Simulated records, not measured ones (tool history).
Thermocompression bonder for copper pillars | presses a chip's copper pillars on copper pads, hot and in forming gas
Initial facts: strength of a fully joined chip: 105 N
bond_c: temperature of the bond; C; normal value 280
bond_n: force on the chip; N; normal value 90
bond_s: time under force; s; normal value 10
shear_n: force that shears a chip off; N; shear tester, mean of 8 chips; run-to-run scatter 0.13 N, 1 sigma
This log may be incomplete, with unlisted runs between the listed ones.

| run | day | bond_c | bond_n | bond_s | shear_n |
|---|---|---|---|---|---|
| 1 | 0 | 280 | 90 | 10 | 42.6 |
| 2 | 2.012 | 288 | 90 | 10 | 45.9 |
| 3 | 3.242 | 288 | 90 | 10 | 45.9 |
|  | 3.896 | heater calibrated with a thermocouple chip |
| 4 | 4.45 | 288 | 90 | 10 | 46.1 |
| 5 | 5.525 | 288 | 90 | 10 | 46.1 |
| 6 | 7.004 | 288 | 90 | 10 | 46.3 |
| 7 | 8.175 | 288 | 90 | 10 | 46.1 |
| 8 | 9.3 | 288 | 90 | 10 | 46.1 |
| 9 | 10.829 | 288 | 90 | 10 | 46.3 |
| 10 | 11.975 | 288 | 90 | 10 | 46 |
| 11 | 13.158 | 280 | 90 | 10 | 42.8 |
| 12 | 14.392 | 280 | 90 | 10 | 42.7 |
| 13 | 16.342 | 280 | 90 | 10 | 42.9 |
| 14 | 18.396 | 280 | 90 | 10 | 42.7 |
| 15 | 19.433 | 304 | 90 | 10 | 52.6 |
| 16 | 21.15 | 304 | 90 | 10 | 52.6 |
| 17 | 22.196 | 304 | 90 | 10 | 52.2 |
| 18 | 23.883 | 304 | 54 | 10 | 29.7 |
| 19 | 25.454 | 304 | 54 | 10 | 29.8 |
|  | 25.588 | forming gas filter changed |
| 20 | 27.65 | 280 | 90 | 10 | 42.7 |
| 21 | 29.788 | 280 | 91 | 19 | 54.5 |
| 22 | 31.679 | 280 | 91 | 19 | 54.3 |
| 23 | 33.442 | 290 | 91 | 19 | 58.9 |
| 24 | 34.533 | 290 | 91 | 19 | 59.1 |
|  | 35.983 | force cell calibrated |
| 25 | 36.554 | 310 | 90 | 25 | 72.5 |
| 26 | 37.962 | 310 | 90 | 25 | 72.3 |
| 27 | 39.096 | 310 | 90 | 25 | 72.1 |
| 28 | 40.108 | 310 | 90 | 25 | 72.7 |
| 29 | 41.312 | 282 | 90 | 10 | 43.6 |
| 30 | 42.662 | 280 | 90 | 6 | 35 |
| 31 | 44.038 | 270 | 90 | 6 | 31.8 |
| 32 | 45.183 | 270 | 90 | 6 | 31.7 |
| 33 | 46.438 | 270 | 90 | 6 | 31.7 |
| 34 | 48.088 | 270 | 90 | 6 | 31.6 |
| 35 | 50.162 | 270 | 132 | 9 | 55.7 |
| 36 | 51.4 | 270 | 67 | 13 | 30.5 |
| 37 | 52.842 | 270 | 67 | 13 | 30.6 |
| 38 | 54.258 | 280 | 55 | 25 | 35 |
| 39 | 55.712 | 280 | 55 | 17 | 29.8 |
| 40 | 57.679 | 280 | 55 | 17 | 30.1 |

Consider 4 possible next runs. They are alternatives, not a sequence: every one starts from the tool as it was left by run 40. What does each give?
| A | 59.133 | 280 | 89 | 17 | ? |
| B | 59.133 | 302 | 131 | 10 | ? |
| C | 59.133 | 299 | 104 | 30 | ? |
| D | 59.133 | 289 | 113 | 17 | ? |

| run | shear_n |
|---|---|
| A | 51.4 |
| B | 72.1 |
| C | 79.2 |
| D | 68.3 |
Stripped of hidden state, with their random variation kept, the same runs would have yielded:
| run | shear_n |
|---|---|
| A | 51.5 |
| B | 72.3 |
| C | 79.3 |
| D | 68.4 |

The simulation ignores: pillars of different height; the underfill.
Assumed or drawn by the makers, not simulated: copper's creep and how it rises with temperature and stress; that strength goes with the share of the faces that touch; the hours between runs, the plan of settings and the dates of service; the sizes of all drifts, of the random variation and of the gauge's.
